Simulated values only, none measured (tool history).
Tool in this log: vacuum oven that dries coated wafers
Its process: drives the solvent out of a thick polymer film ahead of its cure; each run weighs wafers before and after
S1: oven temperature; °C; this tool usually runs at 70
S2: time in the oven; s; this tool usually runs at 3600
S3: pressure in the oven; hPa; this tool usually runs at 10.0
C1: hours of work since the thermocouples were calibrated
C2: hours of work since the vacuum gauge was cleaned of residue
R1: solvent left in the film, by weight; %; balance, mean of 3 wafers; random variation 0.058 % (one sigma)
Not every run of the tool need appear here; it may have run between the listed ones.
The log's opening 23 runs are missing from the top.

Run 24, hour 526.0: usual settings but S3 9.3 hPa; C1 131; C2 1332. Result: R1 5.51 %.
Run 25, hour 551.5: usual settings but S1 56 °C; C1 150; C2 1350. Result: R1 11.16 %.
Run 26, hour 567.1: usual settings but S1 56 °C, S2 5160 s, S3 12.8 hPa; C1 161; C2 1361. Result: R1 9.24 %.
Run 27, hour 600.3: usual settings but S1 56 °C, S2 6420 s, S3 12.8 hPa; C1 185; C2 1385. Result: R1 7.89 %.
Run 28, hour 621.4: usual settings but S1 56 °C, S2 6420 s, S3 12.8 hPa; C1 200; C2 1400. Result: R1 7.76 %.
Run 29, hour 640.0: usual settings but S1 74 °C, S2 5160 s, S3 32.6 hPa; C1 213; C2 1414. Result: R1 4.42 %.
Run 30, hour 656.8: usual settings but S1 71 °C, S2 5280 s, S3 8.2 hPa; C1 225; C2 1426. Result: R1 2.87 %.
Run 31, hour 681.0: usual settings but S1 71 °C, S2 5280 s, S3 8.2 hPa; C1 242; C2 1443. Result: R1 2.85 %.
Run 32, hour 702.8: usual settings but S1 81 °C, S2 5280 s, S3 13.8 hPa; C1 258; C2 1459. Result: R1 1.39 %.
Run 33, hour 733.2: usual settings but S1 81 °C, S2 3660 s, S3 9.7 hPa; C1 280; C2 1480. Result: R1 2.19 %.
Run 34, hour 751.1: usual settings but S1 85 °C, S2 3660 s, S3 9.7 hPa; C1 293; C2 1493. Result: R1 1.47 %.
Run 35, hour 778.9: usual settings but S1 85 °C, S2 3660 s, S3 9.7 hPa; C1 312; C2 1513. Result: R1 1.44 %.
Run 36, hour 816.0: usual settings but S1 61 °C, S2 3480 s; C1 339; C2 1540. Result: R1 9.30 %.
Run 37, hour 832.6: usual settings but S1 61 °C, S2 3480 s; C1 351; C2 1552. Result: R1 9.32 %.
Run 38, hour 860.5: usual settings but S3 8.1 hPa; C1 371; C2 1571. Result: R1 5.31 %.
Run 39, hour 893.4: usual settings but S1 67 °C, S2 4860 s, S3 8.1 hPa; C1 394; C2 1595. Result: R1 4.45 %.
Run 40, hour 925.6: usual settings but S1 56 °C, S2 1860 s, S3 7.1 hPa; C1 417; C2 1618. Result: R1 14.62 %.
Run 41, hour 953.6: usual settings but S1 76 °C, S2 2400 s, S3 29.1 hPa; C1 438; C2 1638. Result: R1 6.91 %.
Run 42, hour 982.5: usual settings but S1 76 °C, S2 5340 s, S3 22.6 hPa; C1 458; C2 1659. Result: R1 2.92 %.
Run 43, hour 1008.5: usual settings but S1 76 °C, S2 5340 s, S3 22.6 hPa; C1 477; C2 1677. Result: R1 2.95 %.
Run 44, hour 1040.2: usual settings but S1 78 °C, S2 2580 s, S3 37.5 hPa; C1 500; C2 1700. Result: R1 6.31 %.
Run 45, hour 1062.4: usual settings but S1 78 °C, S2 2580 s, S3 37.5 hPa; C1 515; C2 1716. Result: R1 6.30 %.
Run 46, hour 1086.7: usual settings but S1 78 °C, S2 2580 s, S3 37.5 hPa; C1 533; C2 1733. Result: R1 6.25 %.

What if the next run were any one of these 5? Each begins from the tool's condition after run 46:
Run A, hour 1104.4: usual settings but S1 79 °C, S2 3480 s, S3 5.8 hPa; C1 546; C2 1746. Result: R1 ?.
Run B, hour 1104.4: usual settings but S1 78 °C, S2 2580 s, S3 12.0 hPa; C1 546; C2 1746. Result: R1 ?.
Run C, hour 1104.4: usual settings but S1 61 °C, S2 2580 s, S3 37.5 hPa; C1 546; C2 1746. Result: R1 ?.
Run D, hour 1104.4: usual settings but S1 72 °C, S2 3960 s, S3 9.6 hPa; C1 546; C2 1746. Result: R1 ?.
Run E, hour 1104.4: usual settings but S2 1860 s, S3 5.6 hPa; C1 546; C2 1746. Result: R1 ?.

run     R1
  A   2.44
  B   4.70
  C  13.58
  D   4.06
  E   9.47
Had the tool no hidden state, the same runs would have come out as:
run     R1
  A   2.39
  B   4.72
  C  13.57
  D   4.00
  E   9.50
